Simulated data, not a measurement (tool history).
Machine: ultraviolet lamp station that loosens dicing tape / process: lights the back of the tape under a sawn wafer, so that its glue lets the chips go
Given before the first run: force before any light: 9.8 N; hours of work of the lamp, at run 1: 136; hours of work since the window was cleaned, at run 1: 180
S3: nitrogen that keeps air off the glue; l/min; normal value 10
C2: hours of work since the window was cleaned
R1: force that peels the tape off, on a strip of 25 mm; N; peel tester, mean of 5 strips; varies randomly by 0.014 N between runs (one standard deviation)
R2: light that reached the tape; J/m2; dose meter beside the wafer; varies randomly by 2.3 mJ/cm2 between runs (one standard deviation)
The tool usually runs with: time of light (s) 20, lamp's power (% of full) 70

run 1 hour=0 | time_of_light_(s)=20 lamp's_power_(%_of_full)=70 S3=10 | hours_of_work_of_the_lamp=136 C2=180 | R1=0.838 R2=2210
run 2 hour=7.4 | time_of_light_(s)=20 lamp's_power_(%_of_full)=70 S3=10 | hours_of_work_of_the_lamp=141 C2=185 | R1=0.837 R2=2220
run 3 hour=14.8 | time_of_light_(s)=20 lamp's_power_(%_of_full)=70 S3=10 | hours_of_work_of_the_lamp=145 C2=190 | R1=0.867 R2=2220
run 4 hour=22.6 | time_of_light_(s)=20 lamp's_power_(%_of_full)=70 S3=6 | hours_of_work_of_the_lamp=150 C2=194 | R1=1.325 R2=2160
run 5 hour=28.3 | time_of_light_(s)=20 lamp's_power_(%_of_full)=93 S3=10 | hours_of_work_of_the_lamp=154 C2=198 | R1=0.475 R2=2880
run 6 hour=38.2 | time_of_light_(s)=20 lamp's_power_(%_of_full)=93 S3=10 | hours_of_work_of_the_lamp=160 C2=204 | R1=0.467 R2=2900
run 7 hour=48.3 | time_of_light_(s)=21 lamp's_power_(%_of_full)=93 S3=10 | hours_of_work_of_the_lamp=166 C2=211 | R1=0.409 R2=3030
run 8 hour=56.8 | time_of_light_(s)=20 lamp's_power_(%_of_full)=70 S3=10 | hours_of_work_of_the_lamp=172 C2=216 | R1=0.865 R2=2140
run 9 hour=63.7 | time_of_light_(s)=14 lamp's_power_(%_of_full)=70 S3=10 | hours_of_work_of_the_lamp=176 C2=220 | R1=1.68 R2=1510
run 10 hour=72.6 | time_of_light_(s)=14 lamp's_power_(%_of_full)=70 S3=10 | hours_of_work_of_the_lamp=182 C2=226 | R1=1.692 R2=1510
-- hour=79 window cleaned of glue's vapour
run 11 hour=79.3 | time_of_light_(s)=14 lamp's_power_(%_of_full)=70 S3=10 | hours_of_work_of_the_lamp=185 C2=0 | R1=1.796 R2=1430
run 12 hour=85.3 | time_of_light_(s)=14 lamp's_power_(%_of_full)=70 S3=10 | hours_of_work_of_the_lamp=189 C2=4 | R1=1.834 R2=1440
run 13 hour=90.8 | time_of_light_(s)=20 lamp's_power_(%_of_full)=65 S3=10 | hours_of_work_of_the_lamp=193 C2=7 | R1=1.128 R2=1860
run 14 hour=98.4 | time_of_light_(s)=20 lamp's_power_(%_of_full)=70 S3=10 | hours_of_work_of_the_lamp=197 C2=12 | R1=0.923 R2=2030
run 15 hour=108.6 | time_of_light_(s)=20 lamp's_power_(%_of_full)=70 S3=10 | hours_of_work_of_the_lamp=204 C2=19 | R1=1.026 R2=2060
-- hour=112.4 window cleaned of glue's vapour, once more
run 16 hour=118.1 | time_of_light_(s)=20 lamp's_power_(%_of_full)=70 S3=6 | hours_of_work_of_the_lamp=209 C2=4 | R1=1.192 R2=2270
run 17 hour=128.2 | time_of_light_(s)=20 lamp's_power_(%_of_full)=70 S3=6 | hours_of_work_of_the_lamp=216 C2=10 | R1=1.241 R2=2270
run 18 hour=135.2 | time_of_light_(s)=20 lamp's_power_(%_of_full)=70 S3=10 | hours_of_work_of_the_lamp=220 C2=14 | R1=0.808 R2=2270
run 19 hour=142 | time_of_light_(s)=20 lamp's_power_(%_of_full)=70 S3=10 | hours_of_work_of_the_lamp=224 C2=19 | R1=0.793 R2=2250
run 20 hour=151.8 | time_of_light_(s)=20 lamp's_power_(%_of_full)=70 S3=10 | hours_of_work_of_the_lamp=231 C2=25 | R1=0.836 R2=2210
run 21 hour=156.2 | time_of_light_(s)=20 lamp's_power_(%_of_full)=70 S3=10 | hours_of_work_of_the_lamp=233 C2=27 | R1=0.821 R2=2250
run 22 hour=161.2 | time_of_light_(s)=20 lamp's_power_(%_of_full)=70 S3=10 | hours_of_work_of_the_lamp=236 C2=31 | R1=0.822 R2=2240
run 23 hour=167.1 | time_of_light_(s)=33 lamp's_power_(%_of_full)=79 S3=19 | hours_of_work_of_the_lamp=240 C2=34 | R1=0.209 R2=4130
run 24 hour=175.4 | time_of_light_(s)=40 lamp's_power_(%_of_full)=61 S3=5 | hours_of_work_of_the_lamp=245 C2=39 | R1=0.461 R2=3900
run 25 hour=180.7 | time_of_light_(s)=40 lamp's_power_(%_of_full)=61 S3=5 | hours_of_work_of_the_lamp=249 C2=43 | R1=0.455 R2=3880
run 26 hour=187.4 | time_of_light_(s)=23 lamp's_power_(%_of_full)=70 S3=10 | hours_of_work_of_the_lamp=253 C2=47 | R1=0.6 R2=2560
run 27 hour=196.3 | time_of_light_(s)=23 lamp's_power_(%_of_full)=70 S3=10 | hours_of_work_of_the_lamp=258 C2=53 | R1=0.608 R2=2580
run 28 hour=204.7 | time_of_light_(s)=23 lamp's_power_(%_of_full)=70 S3=10 | hours_of_work_of_the_lamp=264 C2=58 | R1=0.644 R2=2550
run 29 hour=209 | time_of_light_(s)=23 lamp's_power_(%_of_full)=70 S3=10 | hours_of_work_of_the_lamp=266 C2=60 | R1=0.595 R2=2530
run 30 hour=217.1 | time_of_light_(s)=11 lamp's_power_(%_of_full)=67 S3=10 | hours_of_work_of_the_lamp=271 C2=66 | R1=2.532 R2=1130
run 31 hour=221.9 | time_of_light_(s)=31 lamp's_power_(%_of_full)=83 S3=5 | hours_of_work_of_the_lamp=274 C2=69 | R1=0.432 R2=4020
run 32 hour=231.2 | time_of_light_(s)=31 lamp's_power_(%_of_full)=62 S3=5 | hours_of_work_of_the_lamp=280 C2=74 | R1=0.842 R2=2960
run 33 hour=241.2 | time_of_light_(s)=39 lamp's_power_(%_of_full)=75 S3=5 | hours_of_work_of_the_lamp=287 C2=81 | R1=0.331 R2=4560
run 34 hour=248.7 | time_of_light_(s)=10 lamp's_power_(%_of_full)=88 S3=14 | hours_of_work_of_the_lamp=291 C2=85 | R1=1.688 R2=1350
run 35 hour=255.5 | time_of_light_(s)=10 lamp's_power_(%_of_full)=88 S3=14 | hours_of_work_of_the_lamp=296 C2=90 | R1=1.684 R2=1350
run 36 hour=259.8 | time_of_light_(s)=14 lamp's_power_(%_of_full)=61 S3=10 | hours_of_work_of_the_lamp=298 C2=92 | R1=2.119 R2=1340
run 37 hour=269.5 | time_of_light_(s)=11 lamp's_power_(%_of_full)=70 S3=4 | hours_of_work_of_the_lamp=304 C2=98 | R1=3.86 R2=1200
run 38 hour=275.5 | time_of_light_(s)=27 lamp's_power_(%_of_full)=64 S3=6 | hours_of_work_of_the_lamp=308 C2=102 | R1=0.865 R2=2660
run 39 hour=283.3 | time_of_light_(s)=32 lamp's_power_(%_of_full)=97 S3=10 | hours_of_work_of_the_lamp=313 C2=107 | R1=0.207 R2=4740
run 40 hour=293.3 | time_of_light_(s)=10 lamp's_power_(%_of_full)=70 S3=10 | hours_of_work_of_the_lamp=319 C2=113 | R1=2.728 R2=1060
run 41 hour=301 | time_of_light_(s)=21 lamp's_power_(%_of_full)=70 S3=10 | hours_of_work_of_the_lamp=324 C2=118 | R1=0.868 R2=2260

The next listed run, before its measurement:
run 42 hour=308.2 | time_of_light_(s)=12 lamp's_power_(%_of_full)=94 S3=10 | hours_of_work_of_the_lamp=329 C2=123 | R1=? R2=?

R1: 1.4 N
R2: 1680 J/m2
Take away the tool's hidden state, keep the run-to-run variation as it was, and the same run would have given R1 1.068 N, R2 1940 J/m2.

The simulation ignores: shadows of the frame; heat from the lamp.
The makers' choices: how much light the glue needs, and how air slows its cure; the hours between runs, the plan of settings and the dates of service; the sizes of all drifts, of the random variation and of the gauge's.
